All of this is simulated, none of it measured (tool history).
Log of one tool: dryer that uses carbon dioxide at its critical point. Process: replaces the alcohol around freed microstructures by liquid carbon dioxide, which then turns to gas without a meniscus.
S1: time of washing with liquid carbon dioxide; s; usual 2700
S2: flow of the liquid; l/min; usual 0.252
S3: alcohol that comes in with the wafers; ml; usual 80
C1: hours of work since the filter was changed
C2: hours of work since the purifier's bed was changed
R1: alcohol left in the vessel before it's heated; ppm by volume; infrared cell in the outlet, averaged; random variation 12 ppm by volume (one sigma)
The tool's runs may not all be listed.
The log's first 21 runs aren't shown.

| run | hour | S1 | S2 | S3 | C1 | C2 | R1 |
|---|---|---|---|---|---|---|---|
| 22 | 452.7 | 2340 | 0.252 | 80 | 79 | 853 | 1674 |
| 23 | 466.5 | 2340 | 0.252 | 80 | 90 | 864 | 1710 |
| 24 | 486.1 | 2340 | 0.252 | 80 | 105 | 879 | 1812 |
| 25 | 500.9 | 2400 | 0.252 | 91 | 116 | 890 | 1870 |
| 26 | 521.0 | 2400 | 0.252 | 91 | 132 | 905 | 1873 |
| 27 | 536.3 | 2820 | 0.252 | 71 | 143 | 917 | 993 |
| 28 | 555.1 | 2820 | 0.252 | 71 | 158 | 931 | 1054 |
| 29 | 573.4 | 2820 | 0.252 | 71 | 172 | 945 | 1027 |
| 30 | 601.7 | 2820 | 0.252 | 71 | 193 | 967 | 1072 |
| 31 | 627.5 | 2820 | 0.358 | 71 | 213 | 987 | 477 |
|  | 638.2 | purifier's bed changed |
| 32 | 649.9 | 2820 | 0.358 | 71 | 228 | 9 | 185 |
| 33 | 664.8 | 2700 | 0.199 | 85 | 239 | 20 | 2590 |
| 34 | 679.1 | 2700 | 0.199 | 85 | 250 | 31 | 2591 |
| 35 | 706.2 | 2700 | 0.404 | 61 | 271 | 52 | 135 |
| 36 | 721.6 | 4020 | 0.208 | 64 | 282 | 64 | 466 |
|  | 732.5 | inlet filter changed |
| 37 | 734.9 | 4140 | 0.166 | 25 | 2 | 73 | 237 |
| 38 | 750.3 | 2040 | 0.328 | 80 | 14 | 85 | 850 |
| 39 | 765.9 | 2700 | 0.258 | 80 | 25 | 97 | 733 |
| 40 | 782.0 | 1860 | 0.420 | 83 | 38 | 109 | 507 |
| 41 | 801.3 | 3240 | 0.420 | 83 | 52 | 124 | 62 |
| 42 | 822.4 | 3240 | 0.264 | 83 | 69 | 140 | 366 |
| 43 | 840.0 | 3420 | 0.342 | 83 | 82 | 153 | 103 |
| 44 | 861.4 | 2700 | 0.413 | 80 | 98 | 170 | 128 |
| 45 | 886.0 | 1980 | 0.335 | 36 | 117 | 188 | 518 |
| 46 | 899.1 | 3300 | 0.223 | 20 | 127 | 198 | 237 |

5 ways to go on from here, each from the tool as it stands after run 46. What would each give?
| A | 913.3 | 3780 | 0.279 | 80 | 138 | 209 | ? |
| B | 913.3 | 3960 | 0.164 | 28 | 138 | 209 | ? |
| C | 913.3 | 3720 | 0.401 | 26 | 138 | 209 | ? |
| D | 913.3 | 3300 | 0.252 | 80 | 138 | 209 | ? |
| E | 913.3 | 3840 | 0.154 | 94 | 138 | 209 | ? |

| run | R1 |
|---|---|
| A | 184 |
| B | 451 |
| C | 63 |
| D | 477 |
| E | 1834 |
Without the tool's hidden state the same runs would have given:
| run | R1 |
|---|---|
| A | 81 |
| B | 303 |
| C | 0 |
| D | 298 |
| E | 1395 |
